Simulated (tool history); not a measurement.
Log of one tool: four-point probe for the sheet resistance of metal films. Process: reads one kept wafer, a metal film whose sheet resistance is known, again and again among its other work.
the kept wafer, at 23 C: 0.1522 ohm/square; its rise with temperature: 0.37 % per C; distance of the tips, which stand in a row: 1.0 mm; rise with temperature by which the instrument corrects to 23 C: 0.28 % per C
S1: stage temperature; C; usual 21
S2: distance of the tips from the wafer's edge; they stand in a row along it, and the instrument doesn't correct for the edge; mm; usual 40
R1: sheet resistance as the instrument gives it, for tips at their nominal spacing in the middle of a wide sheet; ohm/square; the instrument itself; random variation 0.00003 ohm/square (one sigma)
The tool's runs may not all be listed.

Run 1, hour 0.0: usual settings. Result: R1 0.151956 ohm/square.
Run 2, hour 22.5: usual settings. Result: R1 0.151956 ohm/square.
Run 3, hour 44.9: usual settings. Result: R1 0.151951 ohm/square.
Run 4, hour 66.2: usual settings. Result: R1 0.151985 ohm/square.
Run 5, hour 78.4: usual settings. Result: R1 0.151956 ohm/square.
Run 6, hour 92.0: usual settings. Result: R1 0.151954 ohm/square.
Run 7, hour 105.0: usual settings. Result: R1 0.151913 ohm/square.
Run 8, hour 122.7: usual settings but S1 30 C. Result: R1 0.153204 ohm/square.
Run 9, hour 141.8: usual settings but S1 30 C. Result: R1 0.153165 ohm/square.
Run 10, hour 160.3: usual settings but S2 25 mm. Result: R1 0.151960 ohm/square.
Run 11, hour 174.5: usual settings but S1 19 C. Result: R1 0.151703 ohm/square.
Run 12, hour 185.0: usual settings but S1 19 C. Result: R1 0.151723 ohm/square.
Run 13, hour 207.8: usual settings. Result: R1 0.151978 ohm/square.
Run 14, hour 222.4: usual settings. Result: R1 0.152009 ohm/square.
Run 15, hour 243.4: usual settings. Result: R1 0.151994 ohm/square.
Run 16, hour 255.5: usual settings but S2 16 mm. Result: R1 0.152252 ohm/square.
Run 17, hour 275.6: usual settings. Result: R1 0.151971 ohm/square.
Run 18, hour 287.6: usual settings but S2 9 mm. Result: R1 0.152927 ohm/square.
Run 19, hour 299.1: usual settings but S2 9 mm. Result: R1 0.152924 ohm/square.
Run 20, hour 321.7: usual settings but S2 36 mm. Result: R1 0.151956 ohm/square.
Run 21, hour 334.9: usual settings but S2 36 mm. Result: R1 0.151967 ohm/square.
Run 22, hour 347.9: usual settings but S2 46 mm. Result: R1 0.151988 ohm/square.
Run 23, hour 364.3: usual settings but S2 46 mm. Result: R1 0.151946 ohm/square.
Run 24, hour 375.9: usual settings but S1 26 C, S2 4 mm. Result: R1 0.157566 ohm/square.
Run 25, hour 385.8: usual settings but S2 59 mm. Result: R1 0.151910 ohm/square.
Run 26, hour 400.5: usual settings but S2 20 mm. Result: R1 0.152122 ohm/square.
Run 27, hour 424.3: usual settings but S2 20 mm. Result: R1 0.152123 ohm/square.
Run 28, hour 435.6: usual settings but S2 16 mm. Result: R1 0.152236 ohm/square.
Run 29, hour 451.7: usual settings but S1 31 C, S2 8 mm. Result: R1 0.154531 ohm/square.
Run 30, hour 464.1: usual settings but S1 31 C, S2 57 mm. Result: R1 0.153252 ohm/square.
Run 31, hour 478.9: usual settings but S1 32 C, S2 27 mm. Result: R1 0.153531 ohm/square.
Run 32, hour 498.5: usual settings but S1 25 C, S2 16 mm. Result: R1 0.152729 ohm/square.
Run 33, hour 516.0: usual settings but S1 25 C, S2 16 mm. Result: R1 0.152750 ohm/square.
Run 34, hour 529.1: usual settings but S1 25 C, S2 34 mm. Result: R1 0.152533 ohm/square.
Run 35, hour 552.3: usual settings but S2 4 mm. Result: R1 0.156823 ohm/square.
Run 36, hour 565.2: usual settings but S1 34 C, S2 37 mm. Result: R1 0.153718 ohm/square.
Run 37, hour 582.2: usual settings but S1 29 C, S2 4 mm. Result: R1 0.157986 ohm/square.
At hour 589.5: new probe head fitted.
Run 38, hour 599.7: usual settings but S1 20 C, S2 4 mm. Result: R1 0.156696 ohm/square.
Run 39, hour 610.8: usual settings but S1 20 C, S2 4 mm. Result: R1 0.156667 ohm/square.
Run 40, hour 631.8: usual settings but S1 18 C, S2 58 mm. Result: R1 0.151516 ohm/square.
Run 41, hour 651.2: usual settings but S2 4 mm. Result: R1 0.156863 ohm/square.
Run 42, hour 673.0: usual settings but S1 26 C, S2 11 mm. Result: R1 0.153253 ohm/square.
Run 43, hour 683.4: usual settings but S1 33 C, S2 12 mm. Result: R1 0.154098 ohm/square.
Run 44, hour 702.3: usual settings but S1 33 C, S2 12 mm. Result: R1 0.154132 ohm/square.
Run 45, hour 719.7: usual settings but S1 24 C, S2 61 mm. Result: R1 0.152335 ohm/square.

Forecast each of these 4 alternatives for the next run:
Run A, hour 734.4: usual settings but S1 22 C, S2 37 mm. Result: R1 ?.
Run B, hour 734.4: usual settings but S1 29 C, S2 7 mm. Result: R1 ?.
Run C, hour 734.4: usual settings but S1 24 C, S2 43 mm. Result: R1 ?.
Run D, hour 734.4: usual settings but S1 29 C, S2 3 mm. Result: R1 ?.

run        R1
  A  0.152096
  B  0.154674
  C  0.152370
  D  0.161629
Without the tool's hidden state the same runs would have given:
run        R1
  A  0.152096
  B  0.154674
  C  0.152370
  D  0.161629
